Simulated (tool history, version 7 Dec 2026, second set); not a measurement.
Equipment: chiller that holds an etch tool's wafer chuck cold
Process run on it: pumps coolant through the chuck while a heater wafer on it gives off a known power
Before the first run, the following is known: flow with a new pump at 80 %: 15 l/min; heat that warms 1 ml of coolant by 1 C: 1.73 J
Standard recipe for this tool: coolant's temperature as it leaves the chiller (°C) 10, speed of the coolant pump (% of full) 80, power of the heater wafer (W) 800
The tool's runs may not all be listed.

run	hour	coolant's temperature as it leaves the chiller (°C)	speed of the coolant pump (% of full)	power of the heater wafer (W)	chuck's temperature once it has settled (°C)	how much warmer the coolant comes back (C)
1	0	10	80	800	17.7	1.85
# hour 38.4: chiller's thermometer calibrated
2	46.3	10	69	800	18.9	2.18
3	113	10	80	800	17.9	1.84
4	147.8	10	80	800	17.9	1.9
5	201.7	10	78	800	18.1	1.97
6	241.6	10	78	800	18.1	1.89
7	303.7	10	78	800	18	1.89
8	347.2	10	78	800	18.1	1.98
9	426.3	10	78	800	18.1	1.89
10	500.8	10	78	800	18.1	1.9
11	577	10	95	800	17.1	1.55
12	610.5	10	95	800	17.1	1.54
13	652.7	10	95	800	17.1	1.56
14	714.4	13	95	800	19.9	1.48
# hour 732.3: coolant changed, channels flushed
15	798.1	13	95	800	19.2	1.57
16	849.8	13	95	800	19.4	1.57
17	906.8	5	96	800	11.2	1.53
18	966.5	4	96	535	8	1.07
19	1002.2	8	94	1112	16.8	2.14
20	1069.8	8	94	1112	16.9	2.24
21	1128.1	8	94	1112	16.9	2.22
22	1208.1	8	88	1112	17.4	2.39
23	1251.5	5	88	730	11.2	1.56
24	1285	8	63	471	12.9	1.46
25	1351.5	8	66	548	13.7	1.63
26	1406.9	8	66	548	13.5	1.64
27	1478.3	8	88	410	11.3	0.91
28	1523	8	88	411	11.5	0.88
29	1579.6	10	88	573	14.7	1.24
30	1659	16	98	723	21.6	1.39
31	1716	16	98	723	21.5	1.36

The logged runs with the hidden state left out (each run's random variation unchanged):
Hidden conditions of the tool in this case: heat passed by the chuck's channels, % of clean ones'; flow at a given pump speed, % of a new pump's; coolant's true temperature over the reading, C; drift of the gauge itself on chuck_c, C; drift of the gauge itself on warmer_back_c, C.
run	chuck's temperature once it has settled (°C)	how much warmer the coolant comes back (C)
1	17	1.83
2	17.9	2.15
3	17	1.82
4	17	1.88
5	17.2	1.95
6	17.2	1.87
7	17.1	1.87
8	17.2	1.95
9	17.1	1.86
10	17.1	1.87
11	16.3	1.52
12	16.3	1.52
13	16.2	1.54
14	19.1	1.45
15	19.2	1.53
16	19.3	1.53
17	11.1	1.49
18	8	1.05
19	16.7	2.08
20	16.7	2.18
21	16.7	2.17
22	17.3	2.32
23	11.1	1.52
24	12.8	1.42
25	13.6	1.58
26	13.4	1.59
27	11.3	0.88
28	11.4	0.85
29	14.6	1.2
30	21.5	1.34
31	21.4	1.31
